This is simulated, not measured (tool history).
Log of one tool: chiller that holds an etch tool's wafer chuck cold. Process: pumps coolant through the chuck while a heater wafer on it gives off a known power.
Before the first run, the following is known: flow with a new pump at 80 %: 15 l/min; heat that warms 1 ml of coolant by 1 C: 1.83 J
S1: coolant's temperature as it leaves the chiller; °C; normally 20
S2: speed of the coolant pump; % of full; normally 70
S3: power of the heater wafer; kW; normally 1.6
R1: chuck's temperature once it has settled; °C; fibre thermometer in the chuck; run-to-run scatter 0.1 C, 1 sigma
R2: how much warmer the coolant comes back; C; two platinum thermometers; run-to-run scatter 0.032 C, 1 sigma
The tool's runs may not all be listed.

| run | hour | S1 | S2 | S3 | R1 | R2 |
|---|---|---|---|---|---|---|
| 1 | 0 | 20 | 70 | 1.6 | 30.5 | 4.06 |
| 2 | 96.5 | 16 | 70 | 1.6 | 26.6 | 4.14 |
| 3 | 168.5 | 16 | 70 | 1.6 | 26.6 | 4.12 |
| 4 | 281 | 16 | 70 | 1.6 | 26.5 | 4.15 |
| 5 | 352.3 | 20 | 91 | 1.6 | 29.4 | 3.21 |
| 6 | 470.7 | 20 | 91 | 1.6 | 29.4 | 3.21 |
| 7 | 562.9 | 20 | 91 | 1.6 | 29.2 | 3.22 |
| 8 | 672.1 | 20 | 99 | 1.761 | 29.5 | 3.25 |
| 9 | 742.3 | 20 | 99 | 1.761 | 29.7 | 3.3 |
|  | 812.6 | chiller's thermometer calibrated |
| 10 | 859.7 | 21 | 93 | 2.306 | 35.3 | 4.55 |
| 11 | 963.8 | 16 | 70 | 0.883 | 22.4 | 2.26 |
| 12 | 1050 | 26 | 70 | 0.98 | 33.2 | 2.48 |
| 13 | 1153.4 | 16 | 70 | 0.98 | 23.1 | 2.54 |

Consider 4 possible next runs. They are alternatives, not a sequence: every one starts from the tool as it was left by run 13. What does each give?
| A | 1244.9 | 29 | 70 | 1.508 | ? | ? |
| B | 1244.9 | 21 | 68 | 1.008 | ? | ? |
| C | 1244.9 | 16 | 70 | 1.066 | ? | ? |
| D | 1244.9 | 19 | 61 | 1.197 | ? | ? |

| run | R1 | R2 |
|---|---|---|
| A | 40.1 | 3.97 |
| B | 28.5 | 2.66 |
| C | 24 | 2.79 |
| D | 28.3 | 3.58 |
What these runs would have given with no unlogged condition in the tool:
| run | R1 | R2 |
|---|---|---|
| A | 39 | 3.79 |
| B | 27.8 | 2.53 |
| C | 23.2 | 2.66 |
| D | 27.4 | 3.42 |
